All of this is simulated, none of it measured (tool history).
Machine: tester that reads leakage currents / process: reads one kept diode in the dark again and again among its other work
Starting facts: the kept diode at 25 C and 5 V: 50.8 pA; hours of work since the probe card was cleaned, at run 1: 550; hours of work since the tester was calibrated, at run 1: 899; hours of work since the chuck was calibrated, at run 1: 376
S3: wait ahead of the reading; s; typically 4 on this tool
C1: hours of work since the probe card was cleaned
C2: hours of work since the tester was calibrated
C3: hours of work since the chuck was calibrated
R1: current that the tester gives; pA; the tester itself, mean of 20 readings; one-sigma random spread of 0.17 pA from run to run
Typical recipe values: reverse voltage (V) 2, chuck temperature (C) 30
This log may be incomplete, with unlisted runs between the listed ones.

Run 1, hour 0: usual settings; C1 550; C2 899; C3 376. Result: R1 52.84 pA.
Run 2, hour 166: usual settings; C1 665; C2 1014; C3 491. Result: R1 52.56 pA.
Run 3, hour 285.3: usual settings; C1 748; C2 1097; C3 574. Result: R1 52.25 pA.
Run 4, hour 412.6: usual settings; C1 836; C2 1185; C3 662. Result: R1 51.91 pA.
Run 5, hour 588.1: usual settings; C1 958; C2 1307; C3 784. Result: R1 51.08 pA.
Run 6, hour 661.2: usual settings; C1 1009; C2 1358; C3 835. Result: R1 51.17 pA.
Run 7, hour 832.6: usual settings; C1 1128; C2 1477; C3 954. Result: R1 50.73 pA.
Run 8, hour 974.6: usual settings; C1 1227; C2 1576; C3 1053. Result: R1 50.5 pA.
Run 9, hour 1137.9: usual settings but reverse voltage (V) 6.22; C1 1340; C2 1689; C3 1166. Result: R1 75.75 pA.
At hour 1195.5: chuck's temperature calibrated.
Run 10, hour 1275.5: usual settings but reverse voltage (V) 6.22; C1 1434; C2 1783; C3 56. Result: R1 86.13 pA.
At hour 1414.3: probe card cleaned and baked.
Run 11, hour 1419.6: usual settings but reverse voltage (V) 6.22; C1 4; C2 1881; C3 154. Result: R1 80.41 pA.
Run 12, hour 1525.5: usual settings but S3 0.35 s; C1 77; C2 1955; C3 227. Result: R1 55.6 pA.
Run 13, hour 1676.4: usual settings but S3 0.35 s; C1 182; C2 2060; C3 332. Result: R1 55.6 pA.
Run 14, hour 1847.1: usual settings but S3 0.35 s; C1 301; C2 2178; C3 451. Result: R1 55.05 pA.
Run 15, hour 1923: usual settings but reverse voltage (V) 1.08, S3 0.35 s; C1 353; C2 2231; C3 503. Result: R1 43.97 pA.
Run 16, hour 2078.6: usual settings but reverse voltage (V) 2.34, chuck temperature (C) 44; C1 461; C2 2339; C3 611. Result: R1 146.47 pA.
Run 17, hour 2151.4: usual settings but reverse voltage (V) 4.89; C1 512; C2 2390; C3 662. Result: R1 72.3 pA.
Run 18, hour 2303.6: usual settings but reverse voltage (V) 1.31; C1 618; C2 2495; C3 768. Result: R1 45.53 pA.
Run 19, hour 2447.7: usual settings but reverse voltage (V) 5.03, chuck temperature (C) 24, S3 0.74 s; C1 718; C2 2596; C3 868. Result: R1 48.38 pA.
Run 20, hour 2578: usual settings but reverse voltage (V) 5.03, chuck temperature (C) 24, S3 0.74 s; C1 808; C2 2686; C3 958. Result: R1 48.37 pA.
Run 21, hour 2741.5: usual settings but reverse voltage (V) 3.26, chuck temperature (C) 20, S3 1.01 s; C1 922; C2 2800; C3 1072. Result: R1 30.61 pA.
Run 22, hour 2873.4: usual settings but reverse voltage (V) 3.26, chuck temperature (C) 20, S3 1.01 s; C1 1014; C2 2891; C3 1163. Result: R1 30.41 pA.

Run by run, hidden condition taken away, random variation retained:
Hidden conditions of the tool in this case: stray current of the dirty probe card, pA a volt; current scale over the true one, %; true chuck temperature over the reading, C; drift of the gauge itself on leakage_pa, %.
run      R1
  1   54.06
  2   54.17
  3   54.15
  4   54.15
  5    53.7
  6   53.97
  7   53.89
  8   54.03
  9   78.93
 10   79.36
 11    79.3
 12   55.12
 13   55.51
 14   55.42
 15   44.55
 16  149.31
 17   73.17
 18   47.01
 19   48.84
 20      49
 21   31.17
 22   31.07

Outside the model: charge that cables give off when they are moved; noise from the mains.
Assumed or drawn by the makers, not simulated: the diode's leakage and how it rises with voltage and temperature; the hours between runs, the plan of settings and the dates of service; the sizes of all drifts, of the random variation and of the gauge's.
